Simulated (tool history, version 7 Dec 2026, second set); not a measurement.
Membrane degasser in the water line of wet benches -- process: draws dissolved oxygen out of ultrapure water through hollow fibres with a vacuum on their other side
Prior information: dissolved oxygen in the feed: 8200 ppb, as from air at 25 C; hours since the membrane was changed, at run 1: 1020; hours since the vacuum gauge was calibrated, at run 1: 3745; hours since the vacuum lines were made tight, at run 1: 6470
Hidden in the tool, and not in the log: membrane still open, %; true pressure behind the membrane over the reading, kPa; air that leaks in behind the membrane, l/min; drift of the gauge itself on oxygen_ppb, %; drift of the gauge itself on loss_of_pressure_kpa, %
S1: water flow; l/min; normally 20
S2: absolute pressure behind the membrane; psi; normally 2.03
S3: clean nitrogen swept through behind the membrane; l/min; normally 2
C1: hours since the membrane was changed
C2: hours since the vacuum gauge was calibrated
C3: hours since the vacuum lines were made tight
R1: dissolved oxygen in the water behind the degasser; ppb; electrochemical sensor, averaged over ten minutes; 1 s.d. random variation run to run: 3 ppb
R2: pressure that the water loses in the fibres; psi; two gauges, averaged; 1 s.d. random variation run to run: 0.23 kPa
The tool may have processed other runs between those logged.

run     day  S1    S2    S3    C1    C2    C3     R1      R2
  1       0  20  2.03     2  1020  3745  6470  316.5   8.347
  2   1.917  20  2.03     2  1066  3791  6516  313.9   8.341
  3   4.167  14  2.03     2  1120  3845  6570  205.8   5.854
  4   5.938  18  2.03     2  1162  3887  6613  274.7    7.52
  5   7.025  18  2.03     2  1188  3913  6639  275.4   7.523
  6   9.104  29  2.03     2  1238  3963  6689  499.4  12.138
  7  10.146  29  2.03     2  1263  3988  6714  507.2   12.13
  8   12.05  20  2.03     2  1309  4034  6759  312.6   8.357
  9  13.596  20  2.25     2  1346  4071  6796  351.8   8.367
 10  15.733  19  2.03     2  1397  4122  6848    295   7.926
 11  17.433  19  2.03     2  1438  4163  6888    297   8.023
 12  19.479  20  2.03     2  1487  4212  6938  313.6   8.322
 13  21.329  20  2.03     2  1532  4257  6982    318   8.389
 14  22.388  20  2.03     2  1557  4282  7007  311.9   8.408
 15  24.196  20  2.03     2  1600  4326  7051  314.8   8.366
 16  25.596  19  2.03     2  1634  4359  7084  297.9   7.947
 17  27.883  19  3.19  2.06  1689  4414  7139  461.7   7.955
 18  29.638  12  3.32  2.06  1731  4456  7181  288.6   5.071
 19  31.796  12  3.32  2.06  1783  4508  7233  291.6   5.028
 20  32.762  12  3.32  2.06  1806  4531  7256  288.8   5.036
 21  34.512  12   2.1  2.06  1848  4573  7298  176.2   5.044
 22  35.721  12   2.1  2.06  1877  4602  7327  175.3   5.071
 23  37.371  12  1.36  2.23  1917  4642  7367   94.3    5.04
 24  39.575  12  1.36  2.23  1970  4695  7420     97   5.076
 25  41.375  12  1.36  2.23  2013  4738  7463   97.7   5.052
 26  43.429  18   1.8  3.56  2062  4787  7512  162.4   7.546
 27  45.529  27  2.48  1.74  2112  4838  7563  603.3  11.387
 28  46.946  20  1.41  1.58  2146  4872  7597  257.7    8.39
 29   48.05  20  1.41  1.58  2173  4898  7623  253.6   8.482
 30  49.229  20   1.7  1.65  2201  4926  7652  302.2    8.37
 31    51.3  24  2.28  1.86  2251  4976  7701  465.5  10.131

Per-run results on a tool with no hidden state, each run keeping its own random variation:
run     R1      R2
  1  306.7   8.285
  2    304   8.276
  3  197.5   5.806
  4  265.2   7.456
  5  265.8   7.458
  6  485.8  12.027
  7  493.2  12.015
  8  301.9   8.276
  9  340.2   8.285
 10  284.3   7.844
 11    286   7.936
 12  302.3   8.229
 13  306.3   8.293
 14  300.3   8.311
 15    303   8.267
 16  286.3   7.849
 17    447   7.855
 18    276   5.005
 19  278.6   4.962
 20  275.9   4.968
 21    167   4.975
 22  166.1   4.999
 23     88   4.968
 24   90.4   5.001
 25   91.1   4.975
 26  153.7   7.429
 27  583.5  11.206
 28    244   8.254
 29  239.9   8.343
 30  287.8   8.231
 31  447.5   9.958
